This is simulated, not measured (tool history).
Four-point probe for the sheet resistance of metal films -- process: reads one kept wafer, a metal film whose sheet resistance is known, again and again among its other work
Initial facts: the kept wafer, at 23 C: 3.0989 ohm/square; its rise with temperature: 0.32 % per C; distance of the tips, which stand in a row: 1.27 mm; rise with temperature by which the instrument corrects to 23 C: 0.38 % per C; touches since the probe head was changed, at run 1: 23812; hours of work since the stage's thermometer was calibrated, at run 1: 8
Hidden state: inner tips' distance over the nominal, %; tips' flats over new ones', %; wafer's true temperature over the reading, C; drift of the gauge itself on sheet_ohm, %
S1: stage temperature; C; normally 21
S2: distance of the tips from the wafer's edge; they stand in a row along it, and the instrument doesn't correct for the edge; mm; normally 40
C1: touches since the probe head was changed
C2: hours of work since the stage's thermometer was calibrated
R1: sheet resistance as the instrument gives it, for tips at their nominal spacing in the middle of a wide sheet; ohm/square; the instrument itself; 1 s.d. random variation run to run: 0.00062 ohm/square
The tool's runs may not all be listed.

run 1 hour=0 | S1=21 S2=40 | C1=23812 C2=8 | R1=3.105213
run 2 hour=36.6 | S1=21 S2=40 | C1=24800 C2=26 | R1=3.106182
run 3 hour=90.5 | S1=21 S2=61 | C1=26258 C2=52 | R1=3.10581
run 4 hour=179.4 | S1=21 S2=17 | C1=28658 C2=95 | R1=3.112898
run 5 hour=249.5 | S1=21 S2=17 | C1=30555 C2=129 | R1=3.114047
run 6 hour=307 | S1=21 S2=17 | C1=32106 C2=157 | R1=3.11514
run 7 hour=368.9 | S1=25 S2=40 | C1=33780 C2=187 | R1=3.09742
run 8 hour=418.3 | S1=25 S2=40 | C1=35115 C2=211 | R1=3.097214
run 9 hour=477.5 | S1=25 S2=40 | C1=36715 C2=240 | R1=3.098676
run 10 hour=538.2 | S1=21 S2=40 | C1=38353 C2=269 | R1=3.108136
run 11 hour=604.6 | S1=27 S2=40 | C1=40147 C2=301 | R1=3.093177
run 12 hour=649.1 | S1=27 S2=40 | C1=41352 C2=323 | R1=3.09478
run 13 hour=690.6 | S1=21 S2=3 | C1=42471 C2=343 | R1=3.378082
run 14 hour=745.5 | S1=21 S2=3 | C1=43954 C2=370 | R1=3.379116
run 15 hour=813.6 | S1=21 S2=3 | C1=45796 C2=403 | R1=3.377901
run 16 hour=851 | S1=21 S2=40 | C1=46806 C2=421 | R1=3.108848
run 17 hour=899.4 | S1=21 S2=40 | C1=48114 C2=445 | R1=3.109739
run 18 hour=979.2 | S1=21 S2=40 | C1=50269 C2=483 | R1=3.109585
run 19 hour=1064.7 | S1=18 S2=20 | C1=52580 C2=525 | R1=3.121144
run 20 hour=1107.3 | S1=24 S2=12 | C1=53732 C2=546 | R1=3.120255
run 21 hour=1180.9 | S1=24 S2=12 | C1=55719 C2=581 | R1=3.119163
run 22 hour=1259.7 | S1=34 S2=15 | C1=57848 C2=620 | R1=3.093392
run 23 hour=1346.5 | S1=34 S2=15 | C1=60195 C2=662 | R1=3.093916
run 24 hour=1399.1 | S1=22 S2=44 | C1=61616 C2=687 | R1=3.107621
run 25 hour=1466.2 | S1=22 S2=3 | C1=63429 C2=720 | R1=3.379936
run 26 hour=1549.6 | S1=22 S2=3 | C1=65683 C2=760 | R1=3.378742
run 27 hour=1632 | S1=30 S2=27 | C1=67907 C2=800 | R1=3.096705
run 28 hour=1719.3 | S1=25 S2=52 | C1=70268 C2=843 | R1=3.102969
run 29 hour=1794.2 | S1=28 S2=4 | C1=72292 C2=879 | R1=3.254737
run 30 hour=1833.8 | S1=28 S2=40 | C1=73362 C2=898 | R1=3.096432
run 31 hour=1879.8 | S1=22 S2=6 | C1=74605 C2=921 | R1=3.182323
run 32 hour=1936.2 | S1=31 S2=10 | C1=76127 C2=948 | R1=3.117487

Predict each of these 5 candidate next runs independently; none follows another, all start after run 32:
run A hour=1991.1 | S1=20 S2=3 | C1=77611 C2=975 | R1=?
run B hour=1991.1 | S1=31 S2=45 | C1=77611 C2=975 | R1=?
run C hour=1991.1 | S1=21 S2=5 | C1=77611 C2=975 | R1=?
run D hour=1991.1 | S1=19 S2=21 | C1=77611 C2=975 | R1=?
run E hour=1991.1 | S1=25 S2=4 | C1=77611 C2=975 | R1=?

run=A R1=3.3853
run=B R1=3.093285
run=C R1=3.216409
run=D R1=3.121798
run=E R1=3.262827
Without the tool's unlogged condition, the same runs would have read:
run=A R1=3.376146
run=B R1=3.084718
run=C R1=3.207642
run=D R1=3.11328
run=E R1=3.253908
